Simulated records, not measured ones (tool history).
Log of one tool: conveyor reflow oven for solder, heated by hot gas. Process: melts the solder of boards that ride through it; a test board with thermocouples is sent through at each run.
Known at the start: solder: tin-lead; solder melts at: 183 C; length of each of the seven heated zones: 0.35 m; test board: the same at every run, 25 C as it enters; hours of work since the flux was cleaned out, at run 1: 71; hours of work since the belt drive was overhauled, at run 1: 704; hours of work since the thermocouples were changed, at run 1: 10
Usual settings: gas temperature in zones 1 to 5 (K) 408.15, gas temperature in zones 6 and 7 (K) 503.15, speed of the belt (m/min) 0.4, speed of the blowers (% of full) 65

run	day	gas temperature in zones 1 to 5 (K)	gas temperature in zones 6 and 7 (K)	speed of the belt (m/min)	speed of the blowers (% of full)	hours of work since the flux was cleaned out	hours of work since the belt drive was overhauled	hours of work since the thermocouples were changed	highest temperature of the board (K)	time above the solder's melting point (s)
1	0	408.15	503.15	0.4	65	71	704	10	488.65	76
2	1.304	408.15	503.15	0.4	65	84	717	23	488.65	76.2
3	2.179	408.15	503.15	0.4	65	93	726	32	488.75	76.3
4	3.329	408.15	503.15	0.4	57	105	738	44	486.95	73.1
5	4.65	408.15	503.15	0.4	57	119	752	58	486.55	73.4
6	5.542	408.15	503.15	0.4	57	128	761	67	486.75	73.4
7	6.967	408.15	503.15	0.4	57	143	776	82	486.95	73.4
# day 8.238: belt drive overhauled, speed set with a stopwatch
8	8.471	408.15	493.15	0.4	57	157	2	95	477.95	61.9
9	9.567	408.15	503.15	0.398	65	168	14	107	488.55	76.5
10	10.592	408.15	503.15	0.398	65	179	24	117	488.85	76.6
11	11.558	408.15	503.15	0.4	65	189	34	127	488.55	76.1
# day 12.45: flux residue cleaned out of gas plates and filters
12	12.596	401.15	493.15	0.45	85	2	43	136	479.15	54.4
13	13.917	395.15	511.15	0.345	59	15	56	150	497.05	92.3
14	14.704	395.15	511.15	0.337	63	23	65	158	498.55	96.5
15	16.162	408.15	503.15	0.372	65	38	80	173	490.85	84.8
16	16.817	408.15	503.15	0.372	65	45	86	180	490.65	84.9
17	18.204	399.15	494.15	0.434	55	59	101	194	474.05	45.9
18	19.588	398.15	510.15	0.373	55	74	115	208	493.15	81.5
19	20.446	408.15	503.15	0.372	74	83	124	217	492.25	87
20	21.396	408.15	498.15	0.427	74	92	134	227	484.15	66.5
21	22.467	408.15	498.15	0.427	74	103	145	238	484.15	66.3

Forecast each of these 5 alternatives for the next run:
A	23.754	408.15	516.15	0.427	74	117	158	251	?	?
B	23.754	408.15	503.15	0.4	51	117	158	251	?	?
C	23.754	417.15	498.15	0.427	74	117	158	251	?	?
D	23.754	408.15	503.15	0.421	50	117	158	251	?	?
E	23.754	408.15	503.15	0.4	84	117	158	251	?	?

run	highest temperature of the board (K)	time above the solder's melting point (s)
A	499.75	81
B	485.15	70.7
C	485.45	72.7
D	482.95	63.7
E	491.95	80.6
Without the tool's hidden state the same runs would have given:
run	highest temperature of the board (K)	time above the solder's melting point (s)
A	499.85	81
B	485.25	70.8
C	485.55	72.8
D	483.05	63.8
E	492.05	80.7
